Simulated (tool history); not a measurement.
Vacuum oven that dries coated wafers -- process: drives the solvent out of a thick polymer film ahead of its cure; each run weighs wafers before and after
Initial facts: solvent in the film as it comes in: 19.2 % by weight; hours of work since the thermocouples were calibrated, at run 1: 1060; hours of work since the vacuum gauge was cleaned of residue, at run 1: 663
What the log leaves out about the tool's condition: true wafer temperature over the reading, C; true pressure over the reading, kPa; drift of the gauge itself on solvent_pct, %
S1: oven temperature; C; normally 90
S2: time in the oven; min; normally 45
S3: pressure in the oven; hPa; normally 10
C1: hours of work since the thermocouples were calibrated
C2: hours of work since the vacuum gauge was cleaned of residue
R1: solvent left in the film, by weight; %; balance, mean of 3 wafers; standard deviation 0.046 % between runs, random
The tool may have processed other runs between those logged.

run 1 hour=0 | S1=90 S2=45 S3=10 | C1=1060 C2=663 | R1=5.1
run 2 hour=33.1 | S1=90 S2=45 S3=10 | C1=1078 C2=681 | R1=5.24
run 3 hour=55 | S1=90 S2=45 S3=10 | C1=1089 C2=692 | R1=5.09
run 4 hour=84.3 | S1=90 S2=67 S3=10 | C1=1104 C2=707 | R1=3.42
run 5 hour=111.6 | S1=90 S2=67 S3=10 | C1=1118 C2=722 | R1=3.31
run 6 hour=130.2 | S1=90 S2=45 S3=10 | C1=1128 C2=731 | R1=5.17
run 7 hour=148.7 | S1=90 S2=45 S3=10 | C1=1138 C2=741 | R1=5.23
run 8 hour=183.1 | S1=90 S2=45 S3=10 | C1=1156 C2=759 | R1=5.14
run 9 hour=208.3 | S1=90 S2=45 S3=13.7 | C1=1169 C2=772 | R1=5.57
run 10 hour=235 | S1=82 S2=45 S3=10 | C1=1183 C2=786 | R1=7.52
run 11 hour=262.4 | S1=82 S2=45 S3=10 | C1=1197 C2=800 | R1=7.42
run 12 hour=295.8 | S1=82 S2=45 S3=10 | C1=1214 C2=817 | R1=7.51
run 13 hour=325.8 | S1=90 S2=45 S3=6.5 | C1=1230 C2=833 | R1=4.74
run 14 hour=364.3 | S1=90 S2=45 S3=6.5 | C1=1250 C2=853 | R1=4.8
run 15 hour=384.6 | S1=90 S2=45 S3=6.5 | C1=1260 C2=864 | R1=4.74
run 16 hour=403.5 | S1=90 S2=45 S3=6.5 | C1=1270 C2=873 | R1=4.75
run 17 hour=426.9 | S1=90 S2=45 S3=10 | C1=1282 C2=886 | R1=5.14
run 18 hour=446.9 | S1=90 S2=45 S3=10 | C1=1293 C2=896 | R1=5.24
run 19 hour=466.4 | S1=90 S2=45 S3=10 | C1=1303 C2=906 | R1=5.19
run 20 hour=494.5 | S1=82 S2=45 S3=10 | C1=1318 C2=921 | R1=7.44
run 21 hour=517.4 | S1=91 S2=45 S3=10 | C1=1330 C2=933 | R1=4.92
run 22 hour=549.1 | S1=91 S2=45 S3=10 | C1=1346 C2=949 | R1=4.94
run 23 hour=586.5 | S1=90 S2=45 S3=30.1 | C1=1366 C2=969 | R1=7.56
run 24 hour=610.3 | S1=90 S2=45 S3=30.1 | C1=1378 C2=981 | R1=7.48
run 25 hour=626.7 | S1=100 S2=60 S3=15.8 | C1=1386 C2=990 | R1=2.51
run 26 hour=654.5 | S1=90 S2=60 S3=10 | C1=1401 C2=1004 | R1=3.76
run 27 hour=684.8 | S1=90 S2=60 S3=10 | C1=1417 C2=1020 | R1=3.84
run 28 hour=718.9 | S1=76 S2=35 S3=9.6 | C1=1434 C2=1037 | R1=10.15
run 29 hour=746.7 | S1=76 S2=35 S3=9.6 | C1=1449 C2=1052 | R1=10.22
run 30 hour=777.9 | S1=76 S2=35 S3=9.6 | C1=1465 C2=1068 | R1=10.2
run 31 hour=815.3 | S1=76 S2=35 S3=9.6 | C1=1485 C2=1088 | R1=10.19
run 32 hour=838.8 | S1=87 S2=40 S3=10 | C1=1497 C2=1100 | R1=6.63
run 33 hour=859.4 | S1=87 S2=49 S3=32 | C1=1508 C2=1111 | R1=8.37
run 34 hour=897.6 | S1=93 S2=49 S3=32 | C1=1527 C2=1131 | R1=6.48
run 35 hour=932.8 | S1=104 S2=23 S3=6.4 | C1=1546 C2=1149 | R1=4.76
-- hour=958.2 oven's thermocouples calibrated
run 36 hour=965.2 | S1=93 S2=36 S3=10 | C1=4 C2=1165 | R1=5.53
run 37 hour=983.6 | S1=90 S2=55 S3=10 | C1=13 C2=1174 | R1=4.18
run 38 hour=1016.5 | S1=90 S2=55 S3=10 | C1=30 C2=1191 | R1=4.2
run 39 hour=1038.3 | S1=83 S2=48 S3=25.8 | C1=42 C2=1203 | R1=8.99
run 40 hour=1067.9 | S1=92 S2=73 S3=5.6 | C1=57 C2=1218 | R1=2.12
run 41 hour=1098.4 | S1=92 S2=76 S3=7.7 | C1=73 C2=1234 | R1=2.24
run 42 hour=1134.6 | S1=97 S2=45 S3=23.5 | C1=92 C2=1253 | R1=4.86
run 43 hour=1164.8 | S1=93 S2=37 S3=7.9 | C1=108 C2=1268 | R1=5.2
run 44 hour=1198.4 | S1=93 S2=37 S3=7.9 | C1=125 C2=1286 | R1=5.17
run 45 hour=1221.2 | S1=104 S2=45 S3=10 | C1=137 C2=1298 | R1=2.2
run 46 hour=1253.4 | S1=83 S2=60 S3=14.5 | C1=154 C2=1315 | R1=6.26
run 47 hour=1280.1 | S1=105 S2=79 S3=10 | C1=168 C2=1328 | R1=0.99

Hidden state at the last listed run before each entry between runs and at the first one after, where it differs:
Between runs 35 and 36: oven's thermocouples calibrated (hour 958.2)
  true wafer temperature over the reading, C: 0.16 -> 0.02

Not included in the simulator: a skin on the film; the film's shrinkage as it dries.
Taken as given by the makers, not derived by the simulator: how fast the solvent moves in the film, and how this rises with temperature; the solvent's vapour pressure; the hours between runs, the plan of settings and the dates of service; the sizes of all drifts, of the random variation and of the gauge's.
